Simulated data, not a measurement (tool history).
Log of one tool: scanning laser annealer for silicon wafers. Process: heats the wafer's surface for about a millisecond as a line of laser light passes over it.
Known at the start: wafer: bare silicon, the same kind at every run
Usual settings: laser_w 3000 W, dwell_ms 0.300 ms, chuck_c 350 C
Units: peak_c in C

run   hour  laser_w  dwell_ms  chuck_c  peak_c
  1    0.0     3000     0.300      350    1064
  2   12.5     3000     0.300      352    1067
  3   27.3     3000     0.300      352    1066
  4   39.4     3000     0.300      350    1065
  5   52.1     3000     0.300      350    1064
  6   64.5     3000     0.352      350    1126
  7   73.6     3000     0.352      350    1126
      78.3  -- laser's power meter calibrated
  8   89.2     3000     0.300      350    1064
  9  100.2     3285     0.300      350    1140
 10  110.3     3285     0.210      383    1034
 11  120.2     2995     0.306      332    1051
     129.3  -- laser's power meter calibrated, once more
 12  140.3     3138     0.306      315    1072
 13  151.2     2653     0.294      337     951
 14  169.5     2639     0.294      387     996
 15  187.7     3000     0.358      314    1096
 16  195.8     3000     0.228      314     928
 17  209.4     2755     0.239      350     919
 18  221.9     3000     0.300      336    1045

Some steps in peak_c between neighbouring runs. How much of each would the tool show without its hidden state too (settings, what came in, random variation), and how much is left for the hidden state, with any gauge scatter that isn't in both results?
The hidden state here: light that passes the window, % of a clean one's; laser's true power over the reading, %; width of the line over the set one, %; drift of the gauge itself on peak_c, C.
Run 14 -> 15: laser_w 2639 -> 3000, dwell_ms 0.294 -> 0.358, chuck_c 387 -> 314. peak_c +100 C: hidden state -5, all else +105.
Run 15 -> 16: dwell_ms 0.358 -> 0.228. peak_c -168 C: hidden state +5, all else -173.

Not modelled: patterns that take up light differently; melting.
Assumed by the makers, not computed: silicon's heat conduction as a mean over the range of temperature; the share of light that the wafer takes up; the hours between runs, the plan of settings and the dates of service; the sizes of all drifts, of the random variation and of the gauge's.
